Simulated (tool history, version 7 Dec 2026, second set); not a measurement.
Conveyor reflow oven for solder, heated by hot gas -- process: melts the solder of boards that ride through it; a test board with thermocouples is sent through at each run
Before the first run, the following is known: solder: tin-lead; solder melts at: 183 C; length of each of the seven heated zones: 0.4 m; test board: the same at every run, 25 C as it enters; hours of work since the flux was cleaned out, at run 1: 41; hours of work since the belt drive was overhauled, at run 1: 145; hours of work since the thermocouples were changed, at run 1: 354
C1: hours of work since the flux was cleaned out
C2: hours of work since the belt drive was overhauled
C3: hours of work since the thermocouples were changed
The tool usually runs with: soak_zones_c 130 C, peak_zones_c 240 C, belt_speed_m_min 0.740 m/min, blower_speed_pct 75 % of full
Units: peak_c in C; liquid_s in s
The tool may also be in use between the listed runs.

run 1 hour=0.0 | soak_zones_c=130 peak_zones_c=240 belt_speed_m_min=0.740 blower_speed_pct=75 | C1=41 C2=145 C3=354 | peak_c=223.8 liquid_s=50.8
run 2 hour=70.5 | soak_zones_c=130 peak_zones_c=240 belt_speed_m_min=0.740 blower_speed_pct=75 | C1=96 C2=201 C3=410 | peak_c=223.6 liquid_s=50.5
run 3 hour=108.3 | soak_zones_c=130 peak_zones_c=246 belt_speed_m_min=0.740 blower_speed_pct=75 | C1=126 C2=230 C3=439 | peak_c=228.6 liquid_s=53.3
run 4 hour=143.7 | soak_zones_c=130 peak_zones_c=240 belt_speed_m_min=0.740 blower_speed_pct=75 | C1=153 C2=258 C3=467 | peak_c=223.2 liquid_s=50.4
run 5 hour=185.9 | soak_zones_c=130 peak_zones_c=240 belt_speed_m_min=0.875 blower_speed_pct=75 | C1=186 C2=291 C3=500 | peak_c=216.2 liquid_s=38.2
-- hour=221.0 flux residue cleaned out of gas plates and filters
run 6 hour=235.8 | soak_zones_c=130 peak_zones_c=254 belt_speed_m_min=0.740 blower_speed_pct=75 | C1=12 C2=326 C3=535 | peak_c=237.5 liquid_s=57.5
-- hour=246.2 belt drive overhauled, speed set with a stopwatch
run 7 hour=305.3 | soak_zones_c=130 peak_zones_c=237 belt_speed_m_min=0.740 blower_speed_pct=75 | C1=63 C2=46 C3=586 | peak_c=221.7 liquid_s=49.8
run 8 hour=340.0 | soak_zones_c=130 peak_zones_c=237 belt_speed_m_min=0.765 blower_speed_pct=75 | C1=90 C2=73 C3=614 | peak_c=220.5 liquid_s=47.4
run 9 hour=413.2 | soak_zones_c=139 peak_zones_c=237 belt_speed_m_min=0.765 blower_speed_pct=76 | C1=147 C2=131 C3=671 | peak_c=222.1 liquid_s=50.5
run 10 hour=458.7 | soak_zones_c=130 peak_zones_c=240 belt_speed_m_min=0.757 blower_speed_pct=51 | C1=183 C2=166 C3=707 | peak_c=214.0 liquid_s=42.1
run 11 hour=490.1 | soak_zones_c=124 peak_zones_c=237 belt_speed_m_min=0.639 blower_speed_pct=53 | C1=208 C2=191 C3=731 | peak_c=218.2 liquid_s=53.0
-- hour=502.0 flux residue cleaned out of gas plates and filters
-- hour=518.4 thermocouples of zones 6 and 7 changed
run 12 hour=567.9 | soak_zones_c=124 peak_zones_c=243 belt_speed_m_min=0.740 blower_speed_pct=75 | C1=50 C2=246 C3=39 | peak_c=224.0 liquid_s=49.8
-- hour=583.9 belt drive overhauled, speed set with a stopwatch, once more
run 13 hour=624.4 | soak_zones_c=140 peak_zones_c=252 belt_speed_m_min=0.740 blower_speed_pct=51 | C1=91 C2=32 C3=80 | peak_c=225.9 liquid_s=53.9

Some steps in peak_c between neighbouring runs. How much of each would the tool show without its hidden state too (settings, what came in, random variation), and how much is left for the hidden state, with any gauge scatter that isn't in both results?
The hidden state here: heat that the gas passes to the board, % of a clean oven's; belt's true speed, % of the reading; true gas temperature in zones 6 and 7 over the reading, C; drift of the gauge itself on peak_c, C; drift of the gauge itself on liquid_s, %.
Run 5 -> 6: peak_zones_c 240 -> 254, belt_speed_m_min 0.875 -> 0.740, flux residue cleaned out of gas plates and filters. peak_c +21.3 C: hidden state +2.5, all else +18.8.

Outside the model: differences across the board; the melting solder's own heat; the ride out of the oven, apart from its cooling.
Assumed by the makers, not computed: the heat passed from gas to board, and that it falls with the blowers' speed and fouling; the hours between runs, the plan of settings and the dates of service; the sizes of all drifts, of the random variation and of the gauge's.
